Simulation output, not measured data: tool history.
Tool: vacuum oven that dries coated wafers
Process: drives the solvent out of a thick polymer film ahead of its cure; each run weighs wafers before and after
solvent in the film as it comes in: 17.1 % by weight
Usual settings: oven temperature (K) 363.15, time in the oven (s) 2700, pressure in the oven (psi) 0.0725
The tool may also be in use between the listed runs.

{"run": 1, "hour": 0.0, "oven temperature (K)": 363.15, "time in the oven (s)": 2700, "pressure in the oven (psi)": 0.0725, "solvent left in the film (%)": 1.73}
{"run": 2, "hour": 57.6, "oven temperature (K)": 363.15, "time in the oven (s)": 2700, "pressure in the oven (psi)": 0.0725, "solvent left in the film (%)": 1.7}
{"run": 3, "hour": 137.1, "oven temperature (K)": 361.15, "time in the oven (s)": 2700, "pressure in the oven (psi)": 0.0725, "solvent left in the film (%)": 2.29}
{"run": 4, "hour": 205.7, "oven temperature (K)": 363.15, "time in the oven (s)": 2700, "pressure in the oven (psi)": 0.0725, "solvent left in the film (%)": 1.72}
{"run": 5, "hour": 291.4, "oven temperature (K)": 363.15, "time in the oven (s)": 1560, "pressure in the oven (psi)": 0.0725, "solvent left in the film (%)": 4.08}
{"run": 6, "hour": 357.7, "oven temperature (K)": 363.15, "time in the oven (s)": 1560, "pressure in the oven (psi)": 0.0725, "solvent left in the film (%)": 4.15}
{"run": 7, "hour": 394.4, "oven temperature (K)": 363.15, "time in the oven (s)": 2700, "pressure in the oven (psi)": 0.0725, "solvent left in the film (%)": 1.77}
{"run": 8, "hour": 469.5, "oven temperature (K)": 363.15, "time in the oven (s)": 3120, "pressure in the oven (psi)": 0.0374, "solvent left in the film (%)": 1.22}
{"run": 9, "hour": 551.6, "oven temperature (K)": 354.15, "time in the oven (s)": 4440, "pressure in the oven (psi)": 0.1144, "solvent left in the film (%)": 2.59}
{"run": 10, "hour": 630.2, "oven temperature (K)": 363.15, "time in the oven (s)": 3240, "pressure in the oven (psi)": 0.2028, "solvent left in the film (%)": 1.53}
{"run": 11, "hour": 682.8, "oven temperature (K)": 376.15, "time in the oven (s)": 3480, "pressure in the oven (psi)": 0.0529, "solvent left in the film (%)": 0.12}
{"run": 12, "hour": 724.8, "oven temperature (K)": 360.15, "time in the oven (s)": 3240, "pressure in the oven (psi)": 0.0899, "solvent left in the film (%)": 1.98}
{"run": 13, "hour": 813.3, "oven temperature (K)": 370.15, "time in the oven (s)": 3840, "pressure in the oven (psi)": 0.1005, "solvent left in the film (%)": 0.32}
{"run": 14, "hour": 879.6, "oven temperature (K)": 370.15, "time in the oven (s)": 3840, "pressure in the oven (psi)": 0.1005, "solvent left in the film (%)": 0.32}

Forecast each of these 3 alternatives for the next run:
{"run": "A", "hour": 957.6, "oven temperature (K)": 373.15, "time in the oven (s)": 3840, "pressure in the oven (psi)": 0.1836, "solvent left in the film (%)": "?"}
{"run": "B", "hour": 957.6, "oven temperature (K)": 353.15, "time in the oven (s)": 2160, "pressure in the oven (psi)": 0.2338, "solvent left in the film (%)": "?"}
{"run": "C", "hour": 957.6, "oven temperature (K)": 372.15, "time in the oven (s)": 3720, "pressure in the oven (psi)": 0.0935, "solvent left in the film (%)": "?"}

run=A solvent_left_in_the_film_(%)=0.34
run=B solvent_left_in_the_film_(%)=6.65
run=C solvent_left_in_the_film_(%)=0.2
Without the tool's hidden state the same runs would have given:
run=A solvent_left_in_the_film_(%)=0.34
run=B solvent_left_in_the_film_(%)=6.66
run=C solvent_left_in_the_film_(%)=0.2
